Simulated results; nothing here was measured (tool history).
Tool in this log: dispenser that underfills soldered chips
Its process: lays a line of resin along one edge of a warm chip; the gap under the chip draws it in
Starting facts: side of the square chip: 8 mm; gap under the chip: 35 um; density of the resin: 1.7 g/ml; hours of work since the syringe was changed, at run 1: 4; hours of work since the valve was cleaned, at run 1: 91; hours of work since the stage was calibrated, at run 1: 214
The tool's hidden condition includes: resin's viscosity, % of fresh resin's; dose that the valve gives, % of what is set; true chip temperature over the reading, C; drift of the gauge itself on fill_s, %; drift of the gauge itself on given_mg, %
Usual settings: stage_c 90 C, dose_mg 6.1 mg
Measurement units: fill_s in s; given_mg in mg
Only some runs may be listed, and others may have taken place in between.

run   hour  stage_c  dose_mg  hours of work since the syringe was changed  hours of work since the valve was cleaned  hours of work since the stage was calibrated  fill_s  given_mg
  1      0       90      6.1                                            4                                         91                                           214      28      5.47
         9  -- new syringe of resin
  2   13.2       90      6.1                                            3                                        100                                           223    26.2      5.51
  3   20.2       90      6.1                                            8                                        105                                           228    33.2      5.42
      23.9  -- new syringe of resin
  4   28.6       90      6.1                                            3                                        110                                           233    26.6      5.48
      38.7  -- new syringe of resin
  5   38.7       84      6.1                                            0                                        117                                           240    29.1      5.46
  6   46.5       84      6.1                                            5                                        122                                           245    37.2      5.33
      53.3  -- new syringe of resin
  7   54.4      100     5.65                                            1                                        127                                           250    16.2      4.98
  8     65       98     7.73                                            8                                        134                                           258    23.9      6.72
      68.1  -- new syringe of resin
      77.4  -- dispensing valve cleaned and set on the balance
  9   78.2       79     5.91                                            6                                          1                                           266    49.9      5.86
      83.8  -- new syringe of resin
 10   86.3      103     6.65                                            2                                          6                                           271    13.3      6.51
 11   95.1      100     7.09                                            8                                         12                                           277    21.6      6.99
      98.3  -- new syringe of resin
 12  102.1       99     5.92                                            3                                         16                                           281    17.7      5.72

Each row is a separate what-if for the run after 12, all from the same tool condition, not one after another. Results?
  A   112       99      7.1                                            9                                         23                                           288       ?         ?
  B   112      100     5.82                                            9                                         23                                           288       ?         ?
  C   112       81     7.77                                            9                                         23                                           288       ?         ?
  D   112       96     7.72                                            9                                         23                                           288       ?         ?

run  fill_s  given_mg
  A    23.8       6.9
  B    24.4      5.71
  C    51.6      7.54
  D    27.6      7.57
Had the tool no hidden state, the same runs would have come out as:
run  fill_s  given_mg
  A    15.5      7.07
  B    16.1      5.85
  C    34.6      7.74
  D    18.4      7.76
